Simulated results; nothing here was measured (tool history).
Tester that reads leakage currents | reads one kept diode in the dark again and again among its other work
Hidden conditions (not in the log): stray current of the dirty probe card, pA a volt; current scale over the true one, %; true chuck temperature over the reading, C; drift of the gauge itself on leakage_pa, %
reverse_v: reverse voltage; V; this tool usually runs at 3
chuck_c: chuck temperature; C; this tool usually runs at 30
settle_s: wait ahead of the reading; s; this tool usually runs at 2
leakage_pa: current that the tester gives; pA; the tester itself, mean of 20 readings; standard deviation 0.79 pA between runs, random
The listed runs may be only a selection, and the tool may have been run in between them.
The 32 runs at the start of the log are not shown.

run	hour	reverse_v	chuck_c	settle_s	hours of work since the probe card was cleaned	hours of work since the tester was calibrated	hours of work since the chuck was calibrated	leakage_pa
33	2040	1.78	32	1.85	1205	248	848	262.11
# hour 2074.3: probe card cleaned and baked
34	2126.7	1.26	53	1.96	29	294	894	1409.26
35	2195.5	1.99	28	0.5	66	332	932	189.61
36	2277.2	11.48	60	7.7	111	376	976	5686.44
37	2358.7	11.48	60	7.7	156	421	1021	5686.21
38	2416.5	11.48	60	7.7	187	453	1053	5747.83
39	2480	7.14	41	2	222	487	1087	1008.09
40	2556.9	7.14	41	2	264	529	1129	1007.72

4 options for the next run, each taken on its own from the tool as it stands now. Forecast them:
A	2639.6	12.96	33	2	309	575	1175	?
B	2639.6	7	41	2	309	575	1175	?
C	2639.6	7.14	50	2	309	575	1175	?
D	2639.6	7.14	42	0.4	309	575	1175	?

run	leakage_pa
A	622.74
B	1001.09
C	2159.2
D	1102.09
Take away the tool's hidden state, keep each run's random variation, and the runs would have read:
run	leakage_pa
A	602.92
B	972.25
C	2100.82
D	1070.66
